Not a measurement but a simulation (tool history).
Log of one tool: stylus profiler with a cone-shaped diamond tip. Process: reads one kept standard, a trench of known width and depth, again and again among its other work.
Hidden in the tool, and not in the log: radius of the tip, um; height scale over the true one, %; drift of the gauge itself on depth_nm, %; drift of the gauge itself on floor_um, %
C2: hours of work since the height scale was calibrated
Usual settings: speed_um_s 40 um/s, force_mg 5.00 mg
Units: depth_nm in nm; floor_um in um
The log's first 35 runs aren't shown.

{"run": 36, "hour": 3335.1, "speed_um_s": 26, "force_mg": 4.84, "scans with this tip": 21272, "C2": 530, "depth_nm": 101.39, "floor_um": 96.89}
{"run": 37, "hour": 3437.4, "speed_um_s": 20, "force_mg": 4.64, "scans with this tip": 21914, "C2": 580, "depth_nm": 101.31, "floor_um": 96.95}
{"run": 38, "hour": 3522.9, "speed_um_s": 20, "force_mg": 4.64, "scans with this tip": 22451, "C2": 622, "depth_nm": 101.34, "floor_um": 96.8}
{"run": 39, "hour": 3635.7, "speed_um_s": 20, "force_mg": 4.64, "scans with this tip": 23158, "C2": 678, "depth_nm": 101.3, "floor_um": 96.78}
{"run": 40, "hour": 3696.1, "speed_um_s": 72, "force_mg": 4.17, "scans with this tip": 23538, "C2": 708, "depth_nm": 101.17, "floor_um": 96.68}
{"run": 41, "hour": 3771.7, "speed_um_s": 53, "force_mg": 10.19, "scans with this tip": 24012, "C2": 745, "depth_nm": 102.35, "floor_um": 96.77}
{"run": 42, "hour": 3826.8, "speed_um_s": 13, "force_mg": 7.72, "scans with this tip": 24357, "C2": 772, "depth_nm": 101.9, "floor_um": 96.84}
{"run": 43, "hour": 3899.0, "speed_um_s": 13, "force_mg": 7.72, "scans with this tip": 24810, "C2": 808, "depth_nm": 101.9, "floor_um": 96.79}
{"run": 44, "hour": 3985.0, "speed_um_s": 36, "force_mg": 2.37, "scans with this tip": 25350, "C2": 851, "depth_nm": 100.63, "floor_um": 96.64}
{"run": 45, "hour": 4037.6, "speed_um_s": 36, "force_mg": 2.37, "scans with this tip": 25680, "C2": 877, "depth_nm": 100.63, "floor_um": 96.63}
{"hour": 4089.6, "done": "height scale calibrated on a step standard"}
{"run": 46, "hour": 4089.6, "speed_um_s": 36, "force_mg": 2.37, "scans with this tip": 26004, "C2": 0, "depth_nm": 100.97, "floor_um": 96.64}

4 ways to go on from here, each from the tool as it stands after run 46. What would each give?
{"run": "A", "hour": 4156.4, "speed_um_s": 126, "force_mg": 9.99, "scans with this tip": 26423, "C2": 33, "depth_nm": "?", "floor_um": "?"}
{"run": "B", "hour": 4156.4, "speed_um_s": 23, "force_mg": 8.39, "scans with this tip": 26423, "C2": 33, "depth_nm": "?", "floor_um": "?"}
{"run": "C", "hour": 4156.4, "speed_um_s": 36, "force_mg": 8.97, "scans with this tip": 26423, "C2": 33, "depth_nm": "?", "floor_um": "?"}
{"run": "D", "hour": 4156.4, "speed_um_s": 54, "force_mg": 3.05, "scans with this tip": 26423, "C2": 33, "depth_nm": "?", "floor_um": "?"}

run=A depth_nm=102.61 floor_um=96.56
run=B depth_nm=102.35 floor_um=96.66
run=C depth_nm=102.43 floor_um=96.63
run=D depth_nm=101.14 floor_um=96.58
Without the tool's hidden state the same runs would have given:
run=A depth_nm=102.65 floor_um=97.85
run=B depth_nm=102.40 floor_um=97.94
run=C depth_nm=102.47 floor_um=97.91
run=D depth_nm=101.19 floor_um=97.86
